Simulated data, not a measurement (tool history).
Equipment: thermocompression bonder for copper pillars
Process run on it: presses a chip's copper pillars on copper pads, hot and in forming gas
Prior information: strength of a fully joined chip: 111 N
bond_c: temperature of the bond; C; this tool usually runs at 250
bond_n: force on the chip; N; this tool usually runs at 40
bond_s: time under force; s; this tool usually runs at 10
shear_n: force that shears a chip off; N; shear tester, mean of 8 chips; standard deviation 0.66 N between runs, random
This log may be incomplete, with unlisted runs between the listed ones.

run   hour  bond_c  bond_n  bond_s  shear_n
  1      0     250      40      10     42.3
  2     28     250      40      10     42.8
  3   59.3     250      40      10     40.9
  4   77.9     250      40      10     40.1
  5    101     250      40      11     42.4
  6  129.6     250      40      10     41.5
  7  160.4     230      40      10     27.3
  8  195.2     230      40      10     27.8
  9  218.4     230      40      10     27.6
 10  252.2     230      40      10     27.3
 11  277.2     250      40      10     40.6
 12  305.6     250      40      10     40.5
     309.4  -- force cell calibrated
 13  323.6     250      40      10     40.7
       346  -- forming gas filter changed
 14    362     231      40      22     39.6
 15  392.2     231      40      22     39.6
 16  410.6     250      40       7     35.3
 17  438.1     250      40       7     35.6
 18  457.2     247      31       7     28.9
 19  494.7     249      31       7     28.9
     504.5  -- force cell calibrated, once more
 20    523     250      28      10     30.6
 21  545.9     252      38       9     36.8
 22  577.2     247      43      13     42.9
 23  608.5     247      43      13     43.3
 24  638.3     247      43      13     41.4
 25  668.1     271      36       8     46.6

Below, some changes in shear_n between adjacent runs. For each, the amount present without the hidden state too (settings, incoming material, random variation) and the amount remaining for the hidden state with gauge scatter not shared by both compared results:
The tool's hidden condition here consists of: true temperature of the bond over the reading, C; force that reaches the chip, % of what is set; oxide that the forming gas leaves, % of the face; drift of the gauge itself on shear_n, %.
Run 6 -> 7: bond_c 250 -> 230. shear_n -14.2 N: hidden state +0.3, all else -14.5.
Run 10 -> 11: bond_c 230 -> 250. shear_n +13.3 N: hidden state -0.6, all else +13.9.
Run 19 -> 20: bond_c 249 -> 250, bond_n 31 -> 28, bond_s 7 -> 10, force cell calibrated, once more. shear_n +1.7 N: hidden state -1.7, all else +3.4.
Run 21 -> 22: bond_c 252 -> 247, bond_n 38 -> 43, bond_s 9 -> 13. shear_n +6.1 N: hidden state -0.8, all else +6.9.

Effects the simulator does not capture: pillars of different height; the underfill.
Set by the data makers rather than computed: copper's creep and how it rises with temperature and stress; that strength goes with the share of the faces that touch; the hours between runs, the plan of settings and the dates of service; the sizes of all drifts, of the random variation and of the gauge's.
